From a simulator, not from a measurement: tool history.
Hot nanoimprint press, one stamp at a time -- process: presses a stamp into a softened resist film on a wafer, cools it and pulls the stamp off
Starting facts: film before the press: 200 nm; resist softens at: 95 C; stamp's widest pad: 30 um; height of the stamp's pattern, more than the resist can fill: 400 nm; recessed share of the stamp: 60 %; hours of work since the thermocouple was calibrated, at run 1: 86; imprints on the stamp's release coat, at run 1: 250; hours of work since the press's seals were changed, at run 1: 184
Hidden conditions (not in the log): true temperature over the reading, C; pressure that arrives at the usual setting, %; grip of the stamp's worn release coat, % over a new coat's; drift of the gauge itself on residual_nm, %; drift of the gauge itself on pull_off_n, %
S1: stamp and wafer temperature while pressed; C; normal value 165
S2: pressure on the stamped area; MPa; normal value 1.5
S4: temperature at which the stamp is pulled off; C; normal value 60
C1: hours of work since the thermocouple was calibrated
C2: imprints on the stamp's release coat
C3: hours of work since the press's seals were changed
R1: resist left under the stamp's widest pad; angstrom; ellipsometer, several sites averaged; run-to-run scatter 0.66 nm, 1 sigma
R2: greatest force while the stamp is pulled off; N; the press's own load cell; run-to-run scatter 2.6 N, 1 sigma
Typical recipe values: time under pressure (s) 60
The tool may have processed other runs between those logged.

Run 1, hour 0: usual settings; C1 86; C2 250; C3 184. Result: R1 739 angstrom, R2 133 N.
Run 2, hour 23: usual settings but S1 158 C; C1 103; C2 371; C3 201. Result: R1 981 angstrom, R2 132 N.
Run 3, hour 43.6: usual settings but S1 158 C; C1 119; C2 479; C3 216. Result: R1 973 angstrom, R2 134 N.
Run 4, hour 65.5: usual settings but S1 158 C, S2 2.23 MPa; C1 135; C2 594; C3 233. Result: R1 818 angstrom, R2 138 N.
Run 5, hour 84.5: usual settings but S1 158 C, S2 2.23 MPa; C1 149; C2 694; C3 247. Result: R1 830 angstrom, R2 142 N.
Run 6, hour 102.4: usual settings but S2 1.21 MPa; C1 163; C2 788; C3 260. Result: R1 834 angstrom, R2 140 N.
Run 7, hour 114.6: usual settings but S2 1.21 MPa; C1 172; C2 852; C3 269. Result: R1 840 angstrom, R2 148 N.
Run 8, hour 131.8: usual settings but S2 1.01 MPa; C1 184; C2 943; C3 282. Result: R1 914 angstrom, R2 144 N.
Run 9, hour 147.5: usual settings but S2 1.01 MPa; C1 196; C2 1025; C3 294. Result: R1 914 angstrom, R2 148 N.
At hour 151.6: plate thermocouple calibrated.
Run 10, hour 172.6: usual settings but S2 1.01 MPa; C1 16; C2 1141; C3 310. Result: R1 923 angstrom, R2 152 N.
Run 11, hour 184.3: usual settings but S4 61 C; C1 24; C2 1202; C3 319. Result: R1 789 angstrom, R2 155 N.
At hour 195.8: stamp cleaned and given a new release coat.
Run 12, hour 206.5: usual settings but S4 61 C; C1 36; C2 56; C3 331. Result: R1 785 angstrom, R2 127 N.
Run 13, hour 220.4: usual settings but S4 61 C; C1 47; C2 129; C3 341. Result: R1 793 angstrom, R2 129 N.
Run 14, hour 237.5: usual settings but time under pressure (s) 93; C1 59; C2 219; C3 354. Result: R1 656 angstrom, R2 130 N.
At hour 248.2: plate thermocouple calibrated, once more.
Run 15, hour 261.3: usual settings; C1 10; C2 329; C3 369. Result: R1 737 angstrom, R2 128 N.
Run 16, hour 278.6: usual settings but S1 155 C, S2 2.13 MPa, time under pressure (s) 65, S4 48 C; C1 23; C2 420; C3 382. Result: R1 899 angstrom, R2 157 N.
Run 17, hour 294.5: usual settings but S1 155 C, S2 2.13 MPa, time under pressure (s) 65, S4 48 C; C1 34; C2 503; C3 394. Result: R1 905 angstrom, R2 161 N.
Run 18, hour 310.7: usual settings but S1 172 C, S2 1.15 MPa, time under pressure (s) 40, S4 47 C; C1 46; C2 588; C3 406. Result: R1 775 angstrom, R2 169 N.
Run 19, hour 321.8: usual settings but S1 172 C, S2 1.15 MPa, time under pressure (s) 40, S4 47 C; C1 55; C2 646; C3 414. Result: R1 782 angstrom, R2 172 N.
Run 20, hour 340.1: usual settings but S1 170 C, S2 1.15 MPa, time under pressure (s) 40, S4 64 C; C1 68; C2 743; C3 428. Result: R1 831 angstrom, R2 130 N.
Run 21, hour 356: usual settings but S1 170 C, S2 1.15 MPa, time under pressure (s) 40, S4 64 C; C1 80; C2 826; C3 440. Result: R1 838 angstrom, R2 135 N.
Run 22, hour 374.5: usual settings but time under pressure (s) 89, S4 46 C; C1 94; C2 923; C3 454. Result: R1 635 angstrom, R2 186 N.
Run 23, hour 395.1: usual settings but S1 169 C, S2 0.95 MPa, time under pressure (s) 32, S4 56 C; C1 109; C2 1031; C3 469. Result: R1 1012 angstrom, R2 154 N.
Run 24, hour 415: usual settings but S1 160 C, S2 1.61 MPa; C1 124; C2 1136; C3 484. Result: R1 869 angstrom, R2 153 N.
At hour 439.6: stamp cleaned and given a new release coat.
Run 25, hour 441.2: usual settings but time under pressure (s) 107; C1 139; C2 9; C3 499. Result: R1 591 angstrom, R2 122 N.
Run 26, hour 462.1: usual settings but S1 172 C, S2 1.18 MPa, time under pressure (s) 34, S4 50 C; C1 155; C2 119; C3 514. Result: R1 829 angstrom, R2 149 N.
Run 27, hour 476.7: usual settings but S2 1.24 MPa, time under pressure (s) 73, S4 50 C; C1 166; C2 195; C3 525. Result: R1 757 angstrom, R2 155 N.
Run 28, hour 500.7: usual settings but S2 1.24 MPa, time under pressure (s) 73, S4 50 C; C1 183; C2 322; C3 543. Result: R1 768 angstrom, R2 152 N.
Run 29, hour 522.6: usual settings but S2 2.18 MPa, time under pressure (s) 66, S4 50 C; C1 200; C2 437; C3 559. Result: R1 612 angstrom, R2 160 N.
Run 30, hour 535.9: usual settings but S2 2.18 MPa, time under pressure (s) 39, S4 59 C; C1 210; C2 506; C3 569. Result: R1 771 angstrom, R2 140 N.

Here are 3 independent what-if runs from the current tool condition. What would each one return?
Run A, hour 558.8: usual settings but time under pressure (s) 48; C1 227; C2 626; C3 586. Result: R1 ?, R2 ?.
Run B, hour 558.8: usual settings but S1 155 C, S2 2.08 MPa; C1 227; C2 626; C3 586. Result: R1 ?, R2 ?.
Run C, hour 558.8: usual settings but S2 2.09 MPa, time under pressure (s) 53, S4 49 C; C1 227; C2 626; C3 586. Result: R1 ?, R2 ?.

run   R1   R2
  A  827  140
  B  974  139
  C  684  170
With no hidden state in the tool, these same runs would have given:
run   R1   R2
  A  785  122
  B  917  121
  C  642  149

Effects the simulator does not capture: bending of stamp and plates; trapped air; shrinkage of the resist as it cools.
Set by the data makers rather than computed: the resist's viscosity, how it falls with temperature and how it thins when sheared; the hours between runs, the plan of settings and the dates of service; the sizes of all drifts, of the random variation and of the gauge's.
